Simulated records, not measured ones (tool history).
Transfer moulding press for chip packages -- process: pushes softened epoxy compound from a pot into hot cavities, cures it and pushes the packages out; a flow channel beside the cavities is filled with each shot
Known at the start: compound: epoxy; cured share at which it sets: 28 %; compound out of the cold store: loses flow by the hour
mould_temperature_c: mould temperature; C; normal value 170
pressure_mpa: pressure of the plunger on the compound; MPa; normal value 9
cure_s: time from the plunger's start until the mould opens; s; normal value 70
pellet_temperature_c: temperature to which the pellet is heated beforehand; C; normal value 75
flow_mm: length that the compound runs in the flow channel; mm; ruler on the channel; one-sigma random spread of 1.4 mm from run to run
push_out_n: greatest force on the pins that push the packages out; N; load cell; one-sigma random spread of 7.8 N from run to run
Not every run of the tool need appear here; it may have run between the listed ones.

run   hour  mould_temperature_c  pressure_mpa  cure_s  pellet_temperature_c  incoming compound's hours out of the cold store  flow_mm  push_out_n
  1      0                  170             9      70                    75                                             14.9     1006         634
       7.5  -- cavities cleaned with cleaning compound and waxed
  2   39.7                  170             9      70                    75                                             37.6      902         532
      72.3  -- cavities cleaned with cleaning compound and waxed
  3     86                  170             9      70                    84                                             18.3      977         425
     138.5  -- cavities cleaned with cleaning compound and waxed
     158.3  -- plunger's sealing rings changed
  4  168.8                  170             9      70                    84                                             16.6     1008         503
     207.6  -- cavities cleaned with cleaning compound and waxed
  5  207.7                  170             9      76                    75                                             46.4      882         278
  6  266.6                  170             9      76                    75                                             32.4      930         523
     275.5  -- cavities cleaned with cleaning compound and waxed
  7  331.9                  170         10.05      76                    75                                               34      968         505
     342.5  -- cavities cleaned with cleaning compound and waxed
     390.2  -- plunger's sealing rings changed
  8  405.3                  170         10.05      76                    75                                             14.3     1075         541
     412.5  -- cavities cleaned with cleaning compound and waxed
  9  442.1                  170         10.05      76                    75                                             18.4     1050         444
     480.1  -- cavities cleaned with cleaning compound and waxed
 10  517.4                  170             9      93                    75                                             22.5      968         424
     550.5  -- cavities cleaned with cleaning compound and waxed
 11  568.4                  170             9      93                    75                                             20.4      971         340
 12  603.5                  166             9      70                    75                                             46.7      878         740
       620  -- plunger's sealing rings changed
     621.5  -- cavities cleaned with cleaning compound and waxed
 13  671.2                  166         10.72      70                    75                                             47.4      976         720
     692.9  -- cavities cleaned with cleaning compound and waxed
     756.8  -- mould's thermocouples calibrated
 14  757.3                  166         10.72      70                    75                                             40.8      998         807
       766  -- cavities cleaned with cleaning compound and waxed
 15  822.4                  170             9      71                    75                                               33      916         568
     835.8  -- cavities cleaned with cleaning compound and waxed
       854  -- plunger's sealing rings changed
     906.3  -- cavities cleaned with cleaning compound and waxed
 16  906.3                  170             9      71                    75                                             38.8      910         315
     974.9  -- cavities cleaned with cleaning compound and waxed
 17  985.8                  170             9      71                    75                                             17.6      990         387

Hidden state or all else? Some run-to-run changes of flow_mm, split into what the settings, what came in and random variation would give without the hidden state, and what is left for the hidden state (with any gauge scatter that isn't in both results):
Hidden conditions of the tool in this case: true mould temperature over the reading, C; pressure that reaches the compound, % of what is set; grip of the stained cavities, % over clean ones'; drift of the gauge itself on flow_mm, %; drift of the gauge itself on push_out_n, %.
Run 3 -> 4: cavities cleaned with cleaning compound and waxed, plunger's sealing rings changed. flow_mm +31 mm: hidden state +21, all else +10.
Run 4 -> 5: cure_s 70 -> 76, pellet_temperature_c 84 -> 75, cavities cleaned with cleaning compound and waxed. flow_mm -126 mm: hidden state -2, all else -124.

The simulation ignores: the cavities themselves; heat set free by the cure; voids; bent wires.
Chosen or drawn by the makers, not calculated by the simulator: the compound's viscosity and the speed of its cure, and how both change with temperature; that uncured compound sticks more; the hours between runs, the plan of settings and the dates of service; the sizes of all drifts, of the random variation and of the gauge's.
